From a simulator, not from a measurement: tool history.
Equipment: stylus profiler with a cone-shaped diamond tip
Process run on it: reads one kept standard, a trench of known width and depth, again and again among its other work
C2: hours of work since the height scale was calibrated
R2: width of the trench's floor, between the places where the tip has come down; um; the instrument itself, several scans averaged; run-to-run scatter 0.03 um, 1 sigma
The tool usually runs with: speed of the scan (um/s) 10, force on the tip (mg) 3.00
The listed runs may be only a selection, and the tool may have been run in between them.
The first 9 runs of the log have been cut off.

Run 10, hour 221.6: usual settings but force on the tip (mg) 1.56; scans with this tip 21828; C2 2088. Result: depth of the trench (Å) 2007.2, R2 28.14 um.
Run 11, hour 250.5: usual settings but force on the tip (mg) 2.37; scans with this tip 21993; C2 2104. Result: depth of the trench (Å) 2012.2, R2 28.13 um.
Run 12, hour 277.1: usual settings but force on the tip (mg) 3.27; scans with this tip 22145; C2 2118. Result: depth of the trench (Å) 2014.6, R2 28.16 um.
Run 13, hour 293.9: usual settings but force on the tip (mg) 3.27; scans with this tip 22241; C2 2127. Result: depth of the trench (Å) 2013.6, R2 28.20 um.
Run 14, hour 322.5: usual settings; scans with this tip 22405; C2 2143. Result: depth of the trench (Å) 2011.4, R2 28.17 um.
At hour 353.3: new tip fitted, height scale calibrated.
Run 15, hour 359.6: usual settings but force on the tip (mg) 2.06; scans with this tip 36; C2 3. Result: depth of the trench (Å) 2011.5, R2 28.20 um.
Run 16, hour 384.8: usual settings but force on the tip (mg) 2.06; scans with this tip 180; C2 17. Result: depth of the trench (Å) 2011.4, R2 28.19 um.
Run 17, hour 412.4: usual settings but speed of the scan (um/s) 36, force on the tip (mg) 2.06; scans with this tip 337; C2 32. Result: depth of the trench (Å) 2010.1, R2 28.01 um.
Run 18, hour 439.5: usual settings but speed of the scan (um/s) 17, force on the tip (mg) 6.17; scans with this tip 492; C2 47. Result: depth of the trench (Å) 2023.5, R2 28.10 um.
Run 19, hour 469.0: usual settings but speed of the scan (um/s) 17, force on the tip (mg) 6.17; scans with this tip 661; C2 63. Result: depth of the trench (Å) 2022.9, R2 28.17 um.
Run 20, hour 488.0: usual settings but speed of the scan (um/s) 7, force on the tip (mg) 3.63; scans with this tip 770; C2 74. Result: depth of the trench (Å) 2016.5, R2 28.20 um.
Run 21, hour 504.6: usual settings but speed of the scan (um/s) 7, force on the tip (mg) 3.63; scans with this tip 865; C2 83. Result: depth of the trench (Å) 2015.3, R2 28.24 um.
Run 22, hour 534.5: usual settings but speed of the scan (um/s) 7, force on the tip (mg) 3.63; scans with this tip 1036; C2 99. Result: depth of the trench (Å) 2015.0, R2 28.24 um.
Run 23, hour 559.3: usual settings but speed of the scan (um/s) 17, force on the tip (mg) 3.89; scans with this tip 1177; C2 113. Result: depth of the trench (Å) 2016.1, R2 28.16 um.
Run 24, hour 586.8: usual settings but speed of the scan (um/s) 13, force on the tip (mg) 5.62; scans with this tip 1335; C2 128. Result: depth of the trench (Å) 2022.6, R2 28.22 um.
Run 25, hour 624.7: usual settings but speed of the scan (um/s) 13, force on the tip (mg) 5.62; scans with this tip 1551; C2 148. Result: depth of the trench (Å) 2023.0, R2 28.24 um.
Run 26, hour 658.1: usual settings but speed of the scan (um/s) 13, force on the tip (mg) 5.62; scans with this tip 1742; C2 167. Result: depth of the trench (Å) 2020.5, R2 28.20 um.
Run 27, hour 683.1: usual settings but speed of the scan (um/s) 2, force on the tip (mg) 5.75; scans with this tip 1886; C2 180. Result: depth of the trench (Å) 2023.1, R2 28.26 um.
Run 28, hour 707.4: usual settings but speed of the scan (um/s) 21, force on the tip (mg) 1.79; scans with this tip 2024; C2 194. Result: depth of the trench (Å) 2009.7, R2 28.11 um.
Run 29, hour 727.4: usual settings but speed of the scan (um/s) 21, force on the tip (mg) 1.79; scans with this tip 2139; C2 205. Result: depth of the trench (Å) 2009.1, R2 28.09 um.
Run 30, hour 758.4: usual settings but speed of the scan (um/s) 11, force on the tip (mg) 2.89; scans with this tip 2316; C2 222. Result: depth of the trench (Å) 2015.0, R2 28.20 um.
Run 31, hour 776.3: usual settings but speed of the scan (um/s) 12, force on the tip (mg) 1.93; scans with this tip 2418; C2 231. Result: depth of the trench (Å) 2011.1, R2 28.13 um.
Run 32, hour 795.5: usual settings but speed of the scan (um/s) 14, force on the tip (mg) 5.86; scans with this tip 2528; C2 242. Result: depth of the trench (Å) 2022.9, R2 28.21 um.
Run 33, hour 825.7: usual settings but force on the tip (mg) 1.02; scans with this tip 2701; C2 258. Result: depth of the trench (Å) 2008.4, R2 28.19 um.
Run 34, hour 848.5: usual settings but speed of the scan (um/s) 34, force on the tip (mg) 3.95; scans with this tip 2832; C2 271. Result: depth of the trench (Å) 2015.6, R2 28.08 um.

Each row is a separate what-if for the run after 34, all from the same tool condition, not one after another. Results?
Run A, hour 879.8: usual settings but speed of the scan (um/s) 6, force on the tip (mg) 3.95; scans with this tip 3010; C2 288. Result: depth of the trench (Å) ?, R2 ?.
Run B, hour 879.8: usual settings but speed of the scan (um/s) 21, force on the tip (mg) 1.19; scans with this tip 3010; C2 288. Result: depth of the trench (Å) ?, R2 ?.
Run C, hour 879.8: usual settings but speed of the scan (um/s) 21, force on the tip (mg) 4.62; scans with this tip 3010; C2 288. Result: depth of the trench (Å) ?, R2 ?.
Run D, hour 879.8: usual settings but force on the tip (mg) 7.55; scans with this tip 3010; C2 288. Result: depth of the trench (Å) ?, R2 ?.

run  depth of the trench (Å)     R2
  A                   2014.8  28.21
  B                   2008.2  28.12
  C                   2019.5  28.17
  D                   2025.8  28.19
Without the tool's unlogged condition, the same runs would have read:
run  depth of the trench (Å)     R2
  A                   2015.0  28.22
  B                   2008.4  28.12
  C                   2019.7  28.17
  D                   2026.0  28.20
